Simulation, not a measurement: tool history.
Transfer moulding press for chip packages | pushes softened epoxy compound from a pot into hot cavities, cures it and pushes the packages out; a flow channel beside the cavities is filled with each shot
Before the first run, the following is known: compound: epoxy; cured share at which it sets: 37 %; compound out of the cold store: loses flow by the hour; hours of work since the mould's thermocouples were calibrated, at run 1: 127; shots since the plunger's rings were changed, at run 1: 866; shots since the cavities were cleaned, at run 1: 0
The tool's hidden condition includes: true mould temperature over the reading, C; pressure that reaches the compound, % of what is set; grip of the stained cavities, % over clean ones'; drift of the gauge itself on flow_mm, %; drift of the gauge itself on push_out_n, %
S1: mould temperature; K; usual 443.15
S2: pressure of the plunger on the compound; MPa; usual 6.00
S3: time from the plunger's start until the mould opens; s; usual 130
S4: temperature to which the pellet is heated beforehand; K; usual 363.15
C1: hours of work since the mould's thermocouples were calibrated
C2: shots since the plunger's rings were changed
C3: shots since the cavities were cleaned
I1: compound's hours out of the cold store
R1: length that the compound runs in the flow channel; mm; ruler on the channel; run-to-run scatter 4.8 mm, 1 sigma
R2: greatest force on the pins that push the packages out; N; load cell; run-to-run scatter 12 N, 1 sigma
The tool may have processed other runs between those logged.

run,hour,S1,S2,S3,S4,C1,C2,C3,I1,R1,R2
1,0.0,443.15,6.00,130,363.15,127,866,0,18.3,740,561
2,15.5,443.15,6.00,130,363.15,138,1041,175,19.9,732,742
3,27.0,443.15,6.00,115,363.15,147,1172,306,32.3,680,997
4,46.2,443.15,6.00,115,363.15,161,1390,524,42.9,645,1149
# hour 65.1: cavities cleaned with cleaning compound and waxed
5,72.0,443.15,6.00,115,363.15,178,1665,79,33.6,684,787
6,92.7,443.15,6.00,130,363.15,194,1900,314,10.1,761,868
7,113.5,443.15,6.00,151,363.15,209,2135,549,25.2,702,882
8,125.0,443.15,6.00,130,363.15,217,2266,680,13.7,736,1041
# hour 130.4: cavities cleaned with cleaning compound and waxed
9,145.1,449.15,6.00,130,363.15,231,2477,167,27.1,679,653
10,167.6,449.15,6.00,130,363.15,247,2732,422,37.8,638,797
11,187.0,449.15,6.00,130,363.15,262,2952,642,35.2,649,882
# hour 196.4: cavities cleaned with cleaning compound and waxed
12,210.3,449.15,6.00,130,363.15,278,3199,158,22.8,675,646
13,222.2,443.15,6.00,130,363.15,286,3333,292,46.8,618,853
14,241.8,443.15,6.00,130,363.15,301,3556,515,37.9,654,964
15,255.8,443.15,6.91,129,371.15,311,3714,673,21.5,756,1038
# hour 262.9: cavities cleaned with cleaning compound and waxed
16,271.8,444.15,5.54,122,362.15,322,3879,101,21.7,663,741
17,289.8,444.15,5.54,122,362.15,335,4082,304,36.5,612,891
# hour 296.4: plunger's sealing rings changed
18,304.9,444.15,5.54,122,362.15,344,96,447,45.4,632,970
19,316.2,444.15,5.54,122,362.15,352,225,576,46.6,621,1015
# hour 330.5: cavities cleaned with cleaning compound and waxed
20,331.9,444.15,5.54,122,362.15,363,386,16,25.2,683,605
21,344.6,438.15,6.22,119,364.15,372,530,160,16.7,780,1287
22,369.1,443.15,5.78,130,363.15,390,807,437,25.0,709,940
23,386.3,438.15,6.00,163,363.15,403,1002,632,34.2,698,1006
# hour 396.0: cavities cleaned with cleaning compound and waxed
24,399.8,437.15,5.92,121,363.15,411,1138,42,24.8,730,1038
25,422.6,443.15,6.00,166,363.15,428,1397,301,15.8,746,746
26,434.7,443.15,6.00,166,363.15,437,1534,438,20.7,725,803
27,455.0,443.15,6.00,139,370.15,452,1764,668,41.2,657,983

Each run again, without the hidden state but with its own random variation kept:
run,R1,R2
1,752,568
2,746,543
3,694,640
4,660,641
5,702,667
6,784,547
7,725,487
8,761,547
9,704,472
10,664,455
11,677,461
12,707,478
13,648,547
14,687,532
15,796,543
16,701,593
17,648,554
18,633,548
19,623,538
20,686,573
21,785,945
22,716,541
23,707,532
24,740,916
25,759,470
26,739,457
27,671,512

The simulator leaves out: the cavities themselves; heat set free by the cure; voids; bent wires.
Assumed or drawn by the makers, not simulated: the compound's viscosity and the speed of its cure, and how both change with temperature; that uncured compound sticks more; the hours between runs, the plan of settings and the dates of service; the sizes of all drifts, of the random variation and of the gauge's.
